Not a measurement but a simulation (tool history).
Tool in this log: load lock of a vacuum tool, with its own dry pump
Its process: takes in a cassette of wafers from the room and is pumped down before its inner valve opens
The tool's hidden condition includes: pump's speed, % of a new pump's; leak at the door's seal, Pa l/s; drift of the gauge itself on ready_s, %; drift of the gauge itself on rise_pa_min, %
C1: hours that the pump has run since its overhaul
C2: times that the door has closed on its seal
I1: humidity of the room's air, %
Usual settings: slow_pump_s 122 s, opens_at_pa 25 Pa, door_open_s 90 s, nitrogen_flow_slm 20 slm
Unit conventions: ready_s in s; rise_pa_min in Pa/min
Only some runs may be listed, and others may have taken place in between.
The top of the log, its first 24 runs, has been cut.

Run 25, day 199.142: usual settings but slow_pump_s 94 s, door_open_s 77 s; C1 8773; C2 20887; I1 50.5. Result: ready_s 194.1 s, rise_pa_min 0.262 Pa/min.
Run 26, day 210.175: usual settings but door_open_s 97 s, nitrogen_flow_slm 5 slm; C1 9038; C2 22198; I1 40.3. Result: ready_s 218.4 s, rise_pa_min 0.303 Pa/min.
Run 27, day 221.579: usual settings but slow_pump_s 72 s, opens_at_pa 39 Pa, door_open_s 87 s, nitrogen_flow_slm 28 slm; C1 9311; C2 23554; I1 46.2. Result: ready_s 172.9 s, rise_pa_min 0.316 Pa/min.
Run 28, day 232.033: usual settings but slow_pump_s 175 s, opens_at_pa 41 Pa, nitrogen_flow_slm 13 slm; C1 9562; C2 24797; I1 45.2. Result: ready_s 253.3 s, rise_pa_min 0.347 Pa/min.
Run 29, day 241.008: usual settings but door_open_s 34 s, nitrogen_flow_slm 26 slm; C1 9778; C2 25864; I1 44.1. Result: ready_s 219.4 s, rise_pa_min 0.358 Pa/min.
Run 30, day 251.658: usual settings but slow_pump_s 110 s, opens_at_pa 30 Pa, door_open_s 48 s, nitrogen_flow_slm 5 slm; C1 10033; C2 27130; I1 43.5. Result: ready_s 209.1 s, rise_pa_min 0.403 Pa/min.
Run 31, day 257.004: usual settings but opens_at_pa 24 Pa, nitrogen_flow_slm 35 slm; C1 10162; C2 27766; I1 45.3. Result: ready_s 218.1 s, rise_pa_min 0.408 Pa/min.
Run 32, day 265.746: usual settings but slow_pump_s 191 s, opens_at_pa 18 Pa; C1 10371; C2 28805; I1 43.6. Result: ready_s 281.8 s, rise_pa_min 0.437 Pa/min.
Run 33, day 273.154: usual settings but slow_pump_s 191 s, opens_at_pa 18 Pa; C1 10549; C2 29686; I1 44.1. Result: ready_s 281.7 s, rise_pa_min 0.452 Pa/min.
Run 34, day 283.854: usual settings but opens_at_pa 28 Pa, door_open_s 27 s; C1 10806; C2 30958; I1 44.1. Result: ready_s 217.5 s, rise_pa_min 0.483 Pa/min.
Run 35, day 290.283: usual settings but nitrogen_flow_slm 43 slm; C1 10960; C2 31723; I1 44.3. Result: ready_s 219.8 s, rise_pa_min 0.494 Pa/min.
Run 36, day 302.008: usual settings but opens_at_pa 45 Pa, nitrogen_flow_slm 12 slm; C1 11242; C2 33117; I1 48.5. Result: ready_s 211.3 s, rise_pa_min 0.546 Pa/min.
Run 37, day 313.283: usual settings but opens_at_pa 23 Pa, door_open_s 31 s, nitrogen_flow_slm 12 slm; C1 11512; C2 34457; I1 47.3. Result: ready_s 219.8 s, rise_pa_min 0.578 Pa/min.

4 ways to go on from here, each from the tool as it stands after run 37. What would each give?
Run A, day 322.308: usual settings but opens_at_pa 31 Pa, door_open_s 30 s, nitrogen_flow_slm 7 slm; C1 11729; C2 35531; I1 47.6. Result: ready_s ?, rise_pa_min ?.
Run B, day 322.308: usual settings but slow_pump_s 83 s, opens_at_pa 33 Pa, door_open_s 31 s, nitrogen_flow_slm 12 slm; C1 11729; C2 35531; I1 41.5. Result: ready_s ?, rise_pa_min ?.
Run C, day 322.308: usual settings but slow_pump_s 100 s, opens_at_pa 23 Pa, door_open_s 31 s, nitrogen_flow_slm 12 slm; C1 11729; C2 35531; I1 44.9. Result: ready_s ?, rise_pa_min ?.
Run D, day 322.308: usual settings but opens_at_pa 44 Pa, door_open_s 44 s, nitrogen_flow_slm 7 slm; C1 11729; C2 35531; I1 46.3. Result: ready_s ?, rise_pa_min ?.

run  ready_s  rise_pa_min
  A    216.4        0.610
  B    185.1        0.615
  C    205.3        0.616
  D    213.4        0.612
With no hidden state in the tool, these same runs would have given:
run  ready_s  rise_pa_min
  A    205.7        0.020
  B    173.6        0.012
  C    193.2        0.015
  D    203.2        0.018

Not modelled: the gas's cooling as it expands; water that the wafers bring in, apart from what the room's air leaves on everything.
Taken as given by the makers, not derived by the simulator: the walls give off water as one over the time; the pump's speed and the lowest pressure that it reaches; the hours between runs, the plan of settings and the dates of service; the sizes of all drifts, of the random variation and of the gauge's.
